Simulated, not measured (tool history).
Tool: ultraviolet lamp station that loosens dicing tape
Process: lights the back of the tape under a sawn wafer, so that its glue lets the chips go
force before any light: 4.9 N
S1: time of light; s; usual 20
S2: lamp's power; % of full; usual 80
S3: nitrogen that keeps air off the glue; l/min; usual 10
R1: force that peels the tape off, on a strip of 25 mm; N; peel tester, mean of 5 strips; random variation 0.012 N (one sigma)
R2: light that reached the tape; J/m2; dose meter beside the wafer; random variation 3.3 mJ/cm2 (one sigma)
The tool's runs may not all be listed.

run   hour  S1  S2  S3     R1    R2
  1      0  20  80  10   1.12  3340
  2   33.7  20  80  10  1.186  3390
  3   81.9  11  80  10  2.202  1780
  4    125  11  80  10  2.113  1770
  5  163.1  20  80  10  1.315  3160
  6  200.3  20  80  10  1.285  3090
  7  246.6  20  80  10  1.389  2980
  8  288.7  20  80  10  1.411  2920
     291.3  -- window cleaned of glue's vapour
  9  313.8  20  80   3  2.302  2730
 10  335.4  20  80   3  2.412  2710
 11  355.5  20  80   3  2.401  2670
 12  401.6  20  80   3  2.333  2590
 13    423  20  80   3  2.462  2510
     426.8  -- lamp changed
 14  450.3  26  80   9  0.588  5350
 15  473.1  39  93   6  0.306  9320
 16  517.3  39  93   6  0.301  9030
       553  -- window cleaned of glue's vapour, once more
 17  555.4  20  80  19  0.401  5040
 18  604.5  20  65  19  0.615  3990
 19  639.1  27  71  16  0.346  5840
 20  658.9  21  80   8  0.711  5070
 21  689.2  36  73   8  0.331  7820
 22  723.6  39  80  10   0.23  9160
 23  746.8  12  82  20   1.05  2800

The next listed run, before its measurement:
 24  791.9  21  61   8   ?   ?

{"run 24": {"R1": 1.18, "R2": 3650}}
Without the tool's hidden state the same run would have given R1 0.932 N, R2 4310 J/m2.
